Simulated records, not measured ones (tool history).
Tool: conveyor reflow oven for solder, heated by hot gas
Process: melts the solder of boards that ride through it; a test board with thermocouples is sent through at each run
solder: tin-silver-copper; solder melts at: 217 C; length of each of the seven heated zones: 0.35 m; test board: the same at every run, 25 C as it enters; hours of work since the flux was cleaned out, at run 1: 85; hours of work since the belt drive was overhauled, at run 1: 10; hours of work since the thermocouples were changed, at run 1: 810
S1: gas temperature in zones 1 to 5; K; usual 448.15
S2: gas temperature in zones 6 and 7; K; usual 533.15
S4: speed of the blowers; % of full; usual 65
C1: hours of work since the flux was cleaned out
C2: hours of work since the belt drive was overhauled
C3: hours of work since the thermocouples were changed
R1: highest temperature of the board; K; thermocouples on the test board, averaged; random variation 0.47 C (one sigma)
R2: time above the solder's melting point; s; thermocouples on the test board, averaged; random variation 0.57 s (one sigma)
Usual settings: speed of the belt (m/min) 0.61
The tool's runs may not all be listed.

run 1 hour=0 | S1=448.15 S2=533.15 speed_of_the_belt_(m/min)=0.61 S4=65 | C1=85 C2=10 C3=810 | R1=516.05 R2=44.5
run 2 hour=27.1 | S1=448.15 S2=533.15 speed_of_the_belt_(m/min)=0.61 S4=65 | C1=97 C2=23 C3=822 | R1=515.75 R2=44.2
run 3 hour=66 | S1=448.15 S2=533.15 speed_of_the_belt_(m/min)=0.61 S4=65 | C1=115 C2=40 C3=840 | R1=516.45 R2=44.2
run 4 hour=94.6 | S1=448.15 S2=533.15 speed_of_the_belt_(m/min)=0.61 S4=65 | C1=128 C2=54 C3=853 | R1=516.05 R2=43.4
run 5 hour=140.3 | S1=448.15 S2=533.15 speed_of_the_belt_(m/min)=0.61 S4=65 | C1=149 C2=74 C3=874 | R1=514.85 R2=43.9
run 6 hour=177.2 | S1=448.15 S2=533.15 speed_of_the_belt_(m/min)=0.61 S4=65 | C1=166 C2=91 C3=891 | R1=517.05 R2=44.2
run 7 hour=214 | S1=448.15 S2=533.15 speed_of_the_belt_(m/min)=0.61 S4=65 | C1=183 C2=108 C3=907 | R1=516.25 R2=44.3
run 8 hour=245.3 | S1=448.15 S2=533.15 speed_of_the_belt_(m/min)=0.61 S4=81 | C1=197 C2=122 C3=922 | R1=519.95 R2=49.1
run 9 hour=284.8 | S1=445.15 S2=533.15 speed_of_the_belt_(m/min)=0.61 S4=81 | C1=215 C2=140 C3=940 | R1=519.45 R2=48.2
run 10 hour=325.5 | S1=445.15 S2=533.15 speed_of_the_belt_(m/min)=0.61 S4=81 | C1=233 C2=159 C3=958 | R1=520.25 R2=47.5
run 11 hour=359.8 | S1=448.15 S2=533.15 speed_of_the_belt_(m/min)=0.61 S4=65 | C1=249 C2=174 C3=974 | R1=517.05 R2=43.6
run 12 hour=396.5 | S1=448.15 S2=533.15 speed_of_the_belt_(m/min)=0.61 S4=65 | C1=266 C2=191 C3=991 | R1=515.95 R2=44.2
run 13 hour=425.6 | S1=448.15 S2=533.15 speed_of_the_belt_(m/min)=0.61 S4=65 | C1=279 C2=204 C3=1004 | R1=516.05 R2=44
run 14 hour=454.7 | S1=448.15 S2=533.15 speed_of_the_belt_(m/min)=0.61 S4=65 | C1=292 C2=218 C3=1017 | R1=516.45 R2=44
run 15 hour=500.2 | S1=448.15 S2=533.15 speed_of_the_belt_(m/min)=0.61 S4=65 | C1=313 C2=238 C3=1038 | R1=515.45 R2=44.3
run 16 hour=545.7 | S1=448.15 S2=539.15 speed_of_the_belt_(m/min)=0.61 S4=65 | C1=334 C2=259 C3=1059 | R1=520.95 R2=48.8
run 17 hour=583.7 | S1=454.15 S2=532.15 speed_of_the_belt_(m/min)=0.622 S4=66 | C1=351 C2=276 C3=1076 | R1=515.95 R2=46.2

Run 18 comes next. What will it give?
run 18 hour=604.1 | S1=454.15 S2=532.15 speed_of_the_belt_(m/min)=0.622 S4=66 | C1=360 C2=286 C3=1085 | R1=? R2=?

{"run 18": {"R1": 516.25, "R2": 46}}
Without the tool's hidden state the same run would have given R1 516.55 K, R2 46.3 s.

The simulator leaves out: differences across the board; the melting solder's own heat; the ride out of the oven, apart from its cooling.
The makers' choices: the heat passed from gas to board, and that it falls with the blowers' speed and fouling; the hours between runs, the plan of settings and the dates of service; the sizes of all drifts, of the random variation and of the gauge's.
